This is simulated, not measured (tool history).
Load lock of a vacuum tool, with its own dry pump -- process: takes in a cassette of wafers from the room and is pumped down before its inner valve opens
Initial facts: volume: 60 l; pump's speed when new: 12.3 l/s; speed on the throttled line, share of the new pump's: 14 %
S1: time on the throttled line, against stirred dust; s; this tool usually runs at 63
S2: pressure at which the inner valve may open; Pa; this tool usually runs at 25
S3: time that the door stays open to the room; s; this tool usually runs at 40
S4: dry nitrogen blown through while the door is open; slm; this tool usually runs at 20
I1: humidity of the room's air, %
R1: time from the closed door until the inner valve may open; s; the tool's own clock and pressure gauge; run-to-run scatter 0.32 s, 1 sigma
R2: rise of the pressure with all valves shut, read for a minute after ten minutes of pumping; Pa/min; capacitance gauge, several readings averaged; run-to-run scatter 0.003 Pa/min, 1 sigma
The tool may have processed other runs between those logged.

| run | hour | S1 | S2 | S3 | S4 | I1 | R1 | R2 |
|---|---|---|---|---|---|---|---|---|
| 1 | 0.0 | 63 | 25 | 40 | 20 | 43.8 | 97.1 | 0.335 |
| 2 | 170.9 | 63 | 25 | 40 | 20 | 42.4 | 97.6 | 0.340 |
| 3 | 349.2 | 36 | 25 | 40 | 20 | 43.7 | 75.1 | 0.342 |
| 4 | 541.9 | 36 | 25 | 40 | 20 | 44.4 | 75.4 | 0.352 |
| 5 | 840.4 | 61 | 25 | 40 | 20 | 44.4 | 95.7 | 0.365 |
| 6 | 1130.2 | 63 | 25 | 40 | 20 | 43.0 | 97.4 | 0.371 |
| 7 | 1311.4 | 63 | 25 | 40 | 20 | 42.2 | 98.3 | 0.376 |
| 8 | 1500.6 | 63 | 25 | 40 | 20 | 47.8 | 98.5 | 0.385 |
| 9 | 1823.1 | 63 | 25 | 40 | 20 | 44.8 | 98.4 | 0.385 |
| 10 | 2066.7 | 63 | 24 | 40 | 20 | 47.3 | 99.2 | 0.396 |
| 11 | 2459.5 | 63 | 24 | 40 | 20 | 49.1 | 99.0 | 0.416 |
| 12 | 2686.5 | 63 | 25 | 40 | 20 | 43.9 | 98.8 | 0.414 |
| 13 | 2853.0 | 37 | 25 | 40 | 20 | 43.7 | 78.1 | 0.427 |
|  | 2984.2 | door's seal changed, seat wiped |
| 14 | 3127.8 | 65 | 25 | 40 | 20 | 42.3 | 100.8 | 0.031 |
| 15 | 3356.6 | 65 | 25 | 40 | 20 | 47.9 | 101.5 | 0.038 |
| 16 | 3683.0 | 65 | 25 | 40 | 20 | 46.4 | 101.5 | 0.033 |
| 17 | 3943.1 | 65 | 25 | 40 | 20 | 42.6 | 101.2 | 0.037 |
| 18 | 4311.0 | 65 | 25 | 40 | 20 | 47.9 | 102.6 | 0.042 |

Estimate the outcome of run 19 from the log above:
| 19 | 4679.4 | 53 | 25 | 92 | 20 | 44.7 | ? | ? |

R1: 91.5 s
R2: 0.058 Pa/min
Without the tool's hidden state the same run would have given R1 85.2 s, R2 0.048 Pa/min.

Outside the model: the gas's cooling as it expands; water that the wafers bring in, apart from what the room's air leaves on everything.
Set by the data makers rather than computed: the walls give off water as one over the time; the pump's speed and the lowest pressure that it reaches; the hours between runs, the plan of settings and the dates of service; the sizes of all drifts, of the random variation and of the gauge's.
